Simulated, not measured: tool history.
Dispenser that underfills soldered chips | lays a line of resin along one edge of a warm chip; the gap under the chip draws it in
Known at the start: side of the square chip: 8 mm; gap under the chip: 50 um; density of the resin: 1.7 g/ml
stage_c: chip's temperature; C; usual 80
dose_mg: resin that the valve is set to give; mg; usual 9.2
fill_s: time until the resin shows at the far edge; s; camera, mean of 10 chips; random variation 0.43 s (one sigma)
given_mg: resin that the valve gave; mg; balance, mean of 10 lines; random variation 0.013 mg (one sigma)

run 1 hour=0 | stage_c=80 dose_mg=9.2 | fill_s=32.3 given_mg=9.17
run 2 hour=3.6 | stage_c=80 dose_mg=9.2 | fill_s=38.7 given_mg=9.14
run 3 hour=7.1 | stage_c=80 dose_mg=9.2 | fill_s=45.4 given_mg=9.14
-- hour=7.9 new syringe of resin
run 4 hour=10 | stage_c=80 dose_mg=9.2 | fill_s=35 given_mg=9.13
run 5 hour=15.2 | stage_c=80 dose_mg=9.2 | fill_s=43.9 given_mg=9.14
-- hour=16.6 new syringe of resin
run 6 hour=18.1 | stage_c=80 dose_mg=9.2 | fill_s=33 given_mg=9.12
run 7 hour=22.4 | stage_c=66 dose_mg=9.2 | fill_s=73 given_mg=9.14
-- hour=25.5 new syringe of resin
run 8 hour=25.5 | stage_c=66 dose_mg=9.2 | fill_s=55.7 given_mg=9.09
run 9 hour=27.8 | stage_c=66 dose_mg=9.2 | fill_s=63.4 given_mg=9.1
run 10 hour=30.2 | stage_c=80 dose_mg=9.2 | fill_s=38 given_mg=9.11
-- hour=34.1 new syringe of resin
run 11 hour=35.1 | stage_c=80 dose_mg=9.2 | fill_s=33.6 given_mg=9.09
run 12 hour=39.2 | stage_c=80 dose_mg=9.2 | fill_s=40.3 given_mg=9.08
run 13 hour=41.9 | stage_c=65 dose_mg=9.2 | fill_s=88.1 given_mg=9.06
-- hour=42.6 new syringe of resin
run 14 hour=47.5 | stage_c=80 dose_mg=9.63 | fill_s=40.2 given_mg=9.48
run 15 hour=50.4 | stage_c=80 dose_mg=9.2 | fill_s=47 given_mg=9.05
-- hour=51.2 new syringe of resin
run 16 hour=54.5 | stage_c=80 dose_mg=9.2 | fill_s=36.3 given_mg=9.06
run 17 hour=58.9 | stage_c=93 dose_mg=9.2 | fill_s=27.2 given_mg=9.02
-- hour=59.9 new syringe of resin
run 18 hour=62 | stage_c=80 dose_mg=11.82 | fill_s=33.8 given_mg=11.6

The next listed run, before its measurement:
run 19 hour=64.6 | stage_c=80 dose_mg=11.82 | fill_s=? given_mg=?

{"run 19": {"fill_s": 37.8, "given_mg": 11.58}}
Without the tool's hidden state the same run would have given fill_s 29.7 s, given_mg 11.81 mg.
